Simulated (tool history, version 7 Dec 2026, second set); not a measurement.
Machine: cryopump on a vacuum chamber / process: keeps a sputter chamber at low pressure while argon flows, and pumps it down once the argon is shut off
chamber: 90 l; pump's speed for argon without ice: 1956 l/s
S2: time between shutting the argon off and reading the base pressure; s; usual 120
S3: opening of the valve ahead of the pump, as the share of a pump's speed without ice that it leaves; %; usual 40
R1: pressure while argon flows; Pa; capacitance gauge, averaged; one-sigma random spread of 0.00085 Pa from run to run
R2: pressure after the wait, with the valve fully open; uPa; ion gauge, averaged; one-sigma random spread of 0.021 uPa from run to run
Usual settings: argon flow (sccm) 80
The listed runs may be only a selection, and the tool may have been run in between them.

run 1 day=0 | argon_flow_(sccm)=80 S2=120 S3=40 | R1=0.1939 R2=1.5
run 2 day=0.967 | argon_flow_(sccm)=80 S2=120 S3=40 | R1=0.1951 R2=1.49
run 3 day=2.158 | argon_flow_(sccm)=143 S2=120 S3=40 | R1=0.349 R2=1.55
run 4 day=3.171 | argon_flow_(sccm)=80 S2=120 S3=40 | R1=0.1967 R2=1.54
run 5 day=4.662 | argon_flow_(sccm)=80 S2=120 S3=28 | R1=0.2712 R2=1.59
run 6 day=5.912 | argon_flow_(sccm)=80 S2=120 S3=40 | R1=0.1971 R2=1.68
run 7 day=7.25 | argon_flow_(sccm)=80 S2=120 S3=40 | R1=0.1966 R2=1.71
run 8 day=8.1 | argon_flow_(sccm)=80 S2=120 S3=40 | R1=0.1974 R2=1.64
run 9 day=8.921 | argon_flow_(sccm)=101 S2=23 S3=40 | R1=0.2484 R2=2.71
run 10 day=9.888 | argon_flow_(sccm)=47 S2=22 S3=25 | R1=0.1792 R2=2.9
-- day=10.546 pump warmed up, emptied and cooled again
run 11 day=11.483 | argon_flow_(sccm)=117 S2=38 S3=35 | R1=0.2922 R2=1.89
run 12 day=12.558 | argon_flow_(sccm)=87 S2=90 S3=18 | R1=0.4156 R2=1.41
run 13 day=13.575 | argon_flow_(sccm)=39 S2=197 S3=18 | R1=0.187 R2=1.29

Run 14 has not been measured yet. What should we expect?
run 14 day=14.75 | argon_flow_(sccm)=74 S2=77 S3=58 | R1=? R2=?

{"run 14": {"R1": 0.1126, "R2": 1.52}}
On a tool with no hidden condition, and with the same random variation, this run would have come out at R1 0.11 Pa, R2 0.52 uPa.
